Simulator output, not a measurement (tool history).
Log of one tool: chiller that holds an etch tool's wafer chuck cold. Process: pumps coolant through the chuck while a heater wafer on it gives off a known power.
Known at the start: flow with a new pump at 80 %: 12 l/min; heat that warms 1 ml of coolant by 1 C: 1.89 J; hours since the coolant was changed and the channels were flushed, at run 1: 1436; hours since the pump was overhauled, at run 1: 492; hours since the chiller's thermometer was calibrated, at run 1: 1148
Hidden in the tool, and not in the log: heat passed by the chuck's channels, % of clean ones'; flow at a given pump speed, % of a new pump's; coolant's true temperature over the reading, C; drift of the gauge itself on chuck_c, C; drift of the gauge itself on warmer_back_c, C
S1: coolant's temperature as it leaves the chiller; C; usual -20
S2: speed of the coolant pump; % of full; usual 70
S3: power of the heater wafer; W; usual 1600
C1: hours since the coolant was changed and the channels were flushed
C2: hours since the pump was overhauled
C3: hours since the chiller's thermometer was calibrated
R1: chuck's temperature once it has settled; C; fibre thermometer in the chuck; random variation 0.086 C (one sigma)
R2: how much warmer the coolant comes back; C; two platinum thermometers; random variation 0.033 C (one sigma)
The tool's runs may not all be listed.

run 1 hour=0.0 | S1=-20 S2=70 S3=1600 | C1=1436 C2=492 C3=1148 | R1=-6.85 R2=5.03
run 2 hour=79.0 | S1=-20 S2=70 S3=1600 | C1=1515 C2=571 C3=1227 | R1=-7.00 R2=5.00
run 3 hour=155.8 | S1=-20 S2=70 S3=1600 | C1=1592 C2=648 C3=1304 | R1=-6.79 R2=5.01
run 4 hour=252.1 | S1=-20 S2=70 S3=1600 | C1=1688 C2=744 C3=1400 | R1=-6.81 R2=5.07
run 5 hour=303.5 | S1=-20 S2=70 S3=1600 | C1=1740 C2=796 C3=1451 | R1=-6.69 R2=5.03
run 6 hour=349.0 | S1=-14 S2=70 S3=1015 | C1=1785 C2=841 C3=1497 | R1=-5.71 R2=3.22
run 7 hour=401.3 | S1=-15 S2=79 S3=1600 | C1=1837 C2=893 C3=1549 | R1=-2.84 R2=4.46
run 8 hour=449.1 | S1=-15 S2=79 S3=1600 | C1=1885 C2=941 C3=1597 | R1=-2.85 R2=4.55
run 9 hour=548.3 | S1=-15 S2=79 S3=1600 | C1=1984 C2=1040 C3=1696 | R1=-2.74 R2=4.42
run 10 hour=623.1 | S1=-15 S2=79 S3=1600 | C1=2059 C2=1115 C3=1771 | R1=-2.75 R2=4.49

The same runs without the tool's hidden state, with the same run-to-run variation:
run=1 R1=-7.25 R2=4.92
run=2 R1=-7.42 R2=4.88
run=3 R1=-7.24 R2=4.88
run=4 R1=-7.28 R2=4.93
run=5 R1=-7.19 R2=4.89
run=6 R1=-5.98 R2=3.12
run=7 R1=-3.31 R2=4.32
run=8 R1=-3.34 R2=4.40
run=9 R1=-3.26 R2=4.27
run=10 R1=-3.29 R2=4.32
